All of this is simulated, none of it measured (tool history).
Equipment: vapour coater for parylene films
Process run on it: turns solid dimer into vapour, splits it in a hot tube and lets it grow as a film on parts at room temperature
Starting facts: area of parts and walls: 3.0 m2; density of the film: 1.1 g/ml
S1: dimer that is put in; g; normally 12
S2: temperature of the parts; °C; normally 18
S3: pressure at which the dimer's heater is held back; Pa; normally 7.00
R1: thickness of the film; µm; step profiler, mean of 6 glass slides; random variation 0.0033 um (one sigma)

run   hour  S1  S2     S3     R1
  1    0.0  12  18   7.00  2.135
  2   15.1  12  18   7.00  2.136
  3   32.0  12  18   7.00  2.138
  4   41.9  12  18   7.00  2.139
  5   56.7  12  18   7.00  2.147
  6   69.1  12  18   7.00  2.148
  7   78.6  12  18   7.00  2.141
  8   85.9  12  18   7.00  2.146
  9   97.7   9  18   7.00  1.611
 10  115.2  12  18   2.88  2.534
 11  132.1  12  15   7.00  2.437
 12  145.9  12  18   2.22  2.660
 13  162.7  12  15   7.00  2.447
 14  180.0  12  15   7.00  2.447
 15  188.9  12  15   7.00  2.446
 16  204.5  10  18   7.00  1.807
 17  216.7  10  18   7.00  1.800
 18  231.2  10  18   7.00  1.813
 19  238.6  10  18   7.00  1.807
 20  245.7  10  18   7.00  1.804
 21  253.1  19  24   2.05  3.364
 22  266.5  18  24   2.05  3.178
 23  281.9   7  18   6.79  1.273
 24  292.4  15  22   6.86  2.314
 25  306.4  12  13   7.00  2.677
 26  316.8   5  14   6.52  1.066
 27  332.9  18  18   7.00  3.202
 28  343.4  18  18   7.00  3.214
 29  360.7  18  18   7.00  3.215
 30  369.2  18  18   7.00  3.213
 31  385.2  14  13   6.11  3.155
 32  396.7  12  10   5.44  3.134
 33  412.0   6  29   7.00  0.679
 34  420.5   6  13   3.58  1.495
 35  434.7  20  26   4.38  2.801
 36  448.7   8  15  11.66  1.485
 37  456.6   8  15  11.66  1.485
 38  472.4   8  15  11.66  1.471
 39  483.4  17  19   8.44  2.814
 40  498.1  14  23   7.31  2.015

Missing from the log above: 3 entries noted between runs. For each, name the pair of listed runs it sits between and say how the tool's hidden condition differs from the listed run just before to the listed run just after:
After run 21, before run 22: trap's valve overhauled (hour 261.3)
  vapour lost through the trap's worn valve, %: 0.1 -> 0; drift of the gauge itself on film_um, %: 1.56 -> 1.62
  difference, measured minus the result without the unlogged condition, R1: +0.049 -> +0.050 µm
After run 25, before run 26: gauge calibrated (hour 316.0)
  drift of the gauge itself on film_um, %: 1.87 -> 0.01
  difference, measured minus the result without the unlogged condition, R1: +0.049 -> +0.000 µm
After run 37, before run 38: gauge calibrated (hour 469.6)
  drift of the gauge itself on film_um, %: 0.87 -> 0.02
  difference, measured minus the result without the unlogged condition, R1: +0.012 -> +0.000 µm

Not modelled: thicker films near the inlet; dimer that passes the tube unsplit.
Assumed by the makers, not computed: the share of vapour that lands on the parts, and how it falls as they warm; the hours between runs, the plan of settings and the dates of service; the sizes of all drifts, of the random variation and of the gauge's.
